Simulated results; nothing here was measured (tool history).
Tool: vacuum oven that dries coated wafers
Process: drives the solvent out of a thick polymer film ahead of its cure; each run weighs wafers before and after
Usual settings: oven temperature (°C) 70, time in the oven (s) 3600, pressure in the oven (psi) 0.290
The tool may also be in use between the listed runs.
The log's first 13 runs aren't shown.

Run 14, hour 490.4: usual settings. Result: solvent left in the film (%) 1.67.
At hour 496.2: vacuum gauge cleaned of residue and calibrated.
Run 15, hour 539.4: usual settings but oven temperature (°C) 58. Result: solvent left in the film (%) 4.06.
Run 16, hour 577.8: usual settings but oven temperature (°C) 58, time in the oven (s) 2760. Result: solvent left in the film (%) 4.97.
At hour 624.1: vacuum gauge cleaned of residue and calibrated, once more.
Run 17, hour 624.7: usual settings but oven temperature (°C) 57, time in the oven (s) 5460, pressure in the oven (psi) 0.525. Result: solvent left in the film (%) 3.66.
Run 18, hour 656.0: usual settings but oven temperature (°C) 68, pressure in the oven (psi) 0.318. Result: solvent left in the film (%) 1.88.
Run 19, hour 689.9: usual settings but oven temperature (°C) 68, pressure in the oven (psi) 0.318. Result: solvent left in the film (%) 1.90.
Run 20, hour 716.6: usual settings but time in the oven (s) 2640. Result: solvent left in the film (%) 2.16.
Run 21, hour 751.8: usual settings but oven temperature (°C) 76, time in the oven (s) 5760. Result: solvent left in the film (%) 0.67.

Forecast run 22:
Run 22, hour 799.1: usual settings but time in the oven (s) 6060, pressure in the oven (psi) 0.210. Result: solvent left in the film (%) ?.

{"run 22": {"solvent left in the film (%)": 0.7}}
Had the tool carried no hidden state, the very same run would have given solvent left in the film (%) 0.66.
